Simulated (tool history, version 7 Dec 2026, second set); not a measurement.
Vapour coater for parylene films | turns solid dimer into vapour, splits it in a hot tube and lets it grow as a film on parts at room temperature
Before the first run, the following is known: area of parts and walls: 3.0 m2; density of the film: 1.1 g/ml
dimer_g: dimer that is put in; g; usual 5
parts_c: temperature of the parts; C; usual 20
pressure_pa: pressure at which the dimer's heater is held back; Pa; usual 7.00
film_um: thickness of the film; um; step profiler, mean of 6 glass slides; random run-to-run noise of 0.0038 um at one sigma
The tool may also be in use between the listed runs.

Run 1, hour 0.0: usual settings. Result: film_um 0.739 um.
Run 2, hour 31.2: usual settings. Result: film_um 0.743 um.
Run 3, hour 70.5: usual settings but pressure_pa 3.40 Pa. Result: film_um 0.812 um.
Run 4, hour 104.2: usual settings but pressure_pa 3.40 Pa. Result: film_um 0.810 um.
Run 5, hour 158.3: usual settings but pressure_pa 3.40 Pa. Result: film_um 0.818 um.
Run 6, hour 213.3: usual settings but pressure_pa 3.40 Pa. Result: film_um 0.818 um.
Run 7, hour 245.6: usual settings but pressure_pa 3.40 Pa. Result: film_um 0.810 um.
Run 8, hour 307.2: usual settings but pressure_pa 3.40 Pa. Result: film_um 0.811 um.
Run 9, hour 343.5: usual settings but pressure_pa 3.40 Pa. Result: film_um 0.815 um.
Run 10, hour 370.7: usual settings but pressure_pa 3.40 Pa. Result: film_um 0.810 um.
Run 11, hour 408.5: usual settings but pressure_pa 3.32 Pa. Result: film_um 0.815 um.
Run 12, hour 444.8: usual settings but pressure_pa 3.32 Pa. Result: film_um 0.805 um.
Run 13, hour 486.5: usual settings but dimer_g 4 g. Result: film_um 0.587 um.
Run 14, hour 526.8: usual settings. Result: film_um 0.734 um.
Run 15, hour 555.8: usual settings. Result: film_um 0.733 um.
Run 16, hour 605.4: usual settings. Result: film_um 0.743 um.
Run 17, hour 652.8: usual settings. Result: film_um 0.739 um.
Run 18, hour 680.4: usual settings but parts_c 27 C. Result: film_um 0.612 um.
Run 19, hour 736.2: usual settings but dimer_g 3 g, pressure_pa 9.59 Pa. Result: film_um 0.428 um.
Run 20, hour 799.2: usual settings but dimer_g 3 g, pressure_pa 9.59 Pa. Result: film_um 0.420 um.
Run 21, hour 848.5: usual settings but parts_c 24 C, pressure_pa 2.77 Pa. Result: film_um 0.755 um.
At hour 877.6: trap's valve overhauled.
Run 22, hour 901.2: usual settings but dimer_g 6 g, parts_c 28 C, pressure_pa 7.99 Pa. Result: film_um 0.706 um.
Run 23, hour 963.3: usual settings but dimer_g 3 g, parts_c 25 C, pressure_pa 2.32 Pa. Result: film_um 0.447 um.
Run 24, hour 1016.2: usual settings but dimer_g 8 g, parts_c 24 C, pressure_pa 7.14 Pa. Result: film_um 1.054 um.
Run 25, hour 1056.1: usual settings but dimer_g 3 g, pressure_pa 5.67 Pa. Result: film_um 0.453 um.
Run 26, hour 1111.4: usual settings but dimer_g 3 g, pressure_pa 5.67 Pa. Result: film_um 0.455 um.
Run 27, hour 1168.2: usual settings but dimer_g 3 g, pressure_pa 5.67 Pa. Result: film_um 0.452 um.
Run 28, hour 1220.3: usual settings but dimer_g 6 g, parts_c 16 C, pressure_pa 2.35 Pa. Result: film_um 1.141 um.
Run 29, hour 1256.1: usual settings but dimer_g 6 g, parts_c 17 C, pressure_pa 2.18 Pa. Result: film_um 1.120 um.
Run 30, hour 1312.4: usual settings but dimer_g 3 g, parts_c 17 C, pressure_pa 2.18 Pa. Result: film_um 0.564 um.
Run 31, hour 1369.3: usual settings but dimer_g 3 g, parts_c 17 C, pressure_pa 2.18 Pa. Result: film_um 0.563 um.
Run 32, hour 1434.1: usual settings but dimer_g 3 g, parts_c 17 C, pressure_pa 2.18 Pa. Result: film_um 0.559 um.
Run 33, hour 1466.5: usual settings but dimer_g 6 g, parts_c 14 C, pressure_pa 3.42 Pa. Result: film_um 1.134 um.
Run 34, hour 1496.6: usual settings but dimer_g 7 g, parts_c 14 C, pressure_pa 2.17 Pa. Result: film_um 1.424 um.
Run 35, hour 1534.2: usual settings but dimer_g 7 g, parts_c 14 C, pressure_pa 2.17 Pa. Result: film_um 1.413 um.
Run 36, hour 1601.8: usual settings but dimer_g 2 g, parts_c 13 C, pressure_pa 2.17 Pa. Result: film_um 0.412 um.

Below are 4 alternative next runs, each starting from the tool's condition after run 36. Predict each:
Run A, hour 1666.2: usual settings but dimer_g 2 g, parts_c 13 C, pressure_pa 2.94 Pa. Result: film_um ?.
Run B, hour 1666.2: usual settings but parts_c 19 C, pressure_pa 3.21 Pa. Result: film_um ?.
Run C, hour 1666.2: usual settings but dimer_g 3 g, parts_c 17 C, pressure_pa 9.10 Pa. Result: film_um ?.
Run D, hour 1666.2: usual settings but dimer_g 4 g, parts_c 13 C, pressure_pa 2.30 Pa. Result: film_um ?.

run  film_um
  A    0.404
  B    0.836
  C    0.464
  D    0.828
Without the tool's hidden state the same runs would have given:
run  film_um
  A    0.404
  B    0.836
  C    0.464
  D    0.828

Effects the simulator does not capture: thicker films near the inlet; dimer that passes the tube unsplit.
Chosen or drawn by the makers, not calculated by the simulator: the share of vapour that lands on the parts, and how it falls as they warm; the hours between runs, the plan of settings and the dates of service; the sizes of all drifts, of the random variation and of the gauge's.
